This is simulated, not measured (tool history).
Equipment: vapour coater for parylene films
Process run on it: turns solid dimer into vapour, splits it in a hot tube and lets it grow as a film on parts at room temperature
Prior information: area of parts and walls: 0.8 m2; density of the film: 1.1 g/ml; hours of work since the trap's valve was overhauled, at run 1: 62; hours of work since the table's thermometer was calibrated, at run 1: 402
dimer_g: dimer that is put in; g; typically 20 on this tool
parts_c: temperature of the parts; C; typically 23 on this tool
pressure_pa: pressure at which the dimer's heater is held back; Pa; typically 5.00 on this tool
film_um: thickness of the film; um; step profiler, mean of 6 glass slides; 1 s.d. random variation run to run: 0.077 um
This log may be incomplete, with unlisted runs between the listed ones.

run     day  dimer_g  parts_c  pressure_pa  hours of work since the trap's valve was overhauled  hours of work since the table's thermometer was calibrated  film_um
  1   0.000       20       23         5.00                                                   62                                                         402    13.92
  2   0.621       20       23         5.00                                                   71                                                         411    13.87
  3   1.379       20       23         5.00                                                   82                                                         422    13.91
  4   2.071       20       23         5.00                                                   92                                                         433    13.85
  5   2.508       20       23         5.00                                                   99                                                         439    13.96
  6   3.146       20       23         5.00                                                  108                                                         448    13.84
  7   3.588       20       23         5.00                                                  115                                                         455    13.80
  8   4.150       20       23         5.00                                                  123                                                         463    13.74
  9   4.721       20       23         5.00                                                  131                                                         471    13.82
 10   5.329       20       23         5.00                                                  140                                                         480    13.64
 11   5.733       20       23         5.00                                                  146                                                         486    13.76
 12   6.142       20       23         5.00                                                  152                                                         492    13.89
 13   6.800       20       23         5.00                                                  162                                                         502    13.67
 14   7.308       20       23         5.00                                                  169                                                         509    13.60
 15   7.871       20       23         5.00                                                  177                                                         517    13.76
 16   8.596       13       23         5.00                                                  188                                                         528     9.01
 17   8.962       13       23         2.80                                                  193                                                         533    10.01
 18   9.629       20       23         2.73                                                  203                                                         543    15.50
 19  10.108       20       23         5.00                                                  210                                                         550    13.62
 20  10.808       20       23         2.13                                                  220                                                         560    16.34
 21  11.312       20       23         2.13                                                  228                                                         568    16.46
 22  11.933       20       23         3.72                                                  237                                                         577    14.59
 23  12.571       20       23         3.72                                                  246                                                         586    14.48
 24  12.912       20       23         3.72                                                  251                                                         591    14.42
 25  13.238       13       23         3.63                                                  256                                                         596     9.44
 26  13.833       22       23         3.28                                                  265                                                         605    16.19
 27  14.408       20       23         2.45                                                  273                                                         613    15.78
 28  15.108       31       17         3.79                                                  283                                                         623    25.67
 29  15.667       14       23         2.20                                                  291                                                         632    11.19
 30  16.367       15       23         5.00                                                  302                                                         642    10.22
 31  16.804       15       23         5.00                                                  308                                                         648    10.17
     17.129  -- trap's valve overhauled
 32  17.612       15       23         5.00                                                    7                                                         658    10.08
     17.967  -- gauge calibrated
 33  17.988       10       19        11.41                                                   13                                                         663     6.47
 34  18.379       31       23         7.72                                                   18                                                         669    19.91
 35  18.829       13       18         9.39                                                   25                                                         675     8.98
 36  19.521       13       34         7.86                                                   35                                                         685     6.33
 37  20.096       13       34         7.86                                                   43                                                         694     6.26
 38  20.483       32       20        11.22                                                   49                                                         700    20.35
 39  21.208       32       20        11.22                                                   60                                                         710    20.07
 40  21.529       32       17        10.01                                                   64                                                         715    22.28
 41  22.025       20       23         6.02                                                   72                                                         722    13.24
 42  22.508       20       21         7.45                                                   79                                                         729    13.46
 43  22.992       20       21         7.45                                                   86                                                         736    13.42
 44  23.742       11       23         2.65                                                   97                                                         747     8.68
 45  24.121       16       30         2.31                                                  102                                                         753    10.98
 46  24.558       16       30         2.31                                                  109                                                         759    10.93
     24.733  -- gauge calibrated
 47  24.992       19       26         5.47                                                  115                                                         766    12.09

Below are 4 alternative next runs, each starting from the tool's condition after run 47. Predict each:
  A  25.346       15       33        11.38                                                  120                                                         771        ?
  B  25.346       20       31         2.04                                                  120                                                         771        ?
  C  25.346       19       26         3.35                                                  120                                                         771        ?
  D  25.346       20       23        10.35                                                  120                                                         771        ?

run  film_um
  A     6.90
  B    13.86
  C    13.22
  D    11.85
Had the tool no hidden state, the same runs would have come out as:
run  film_um
  A     6.91
  B    13.88
  C    13.24
  D    11.87
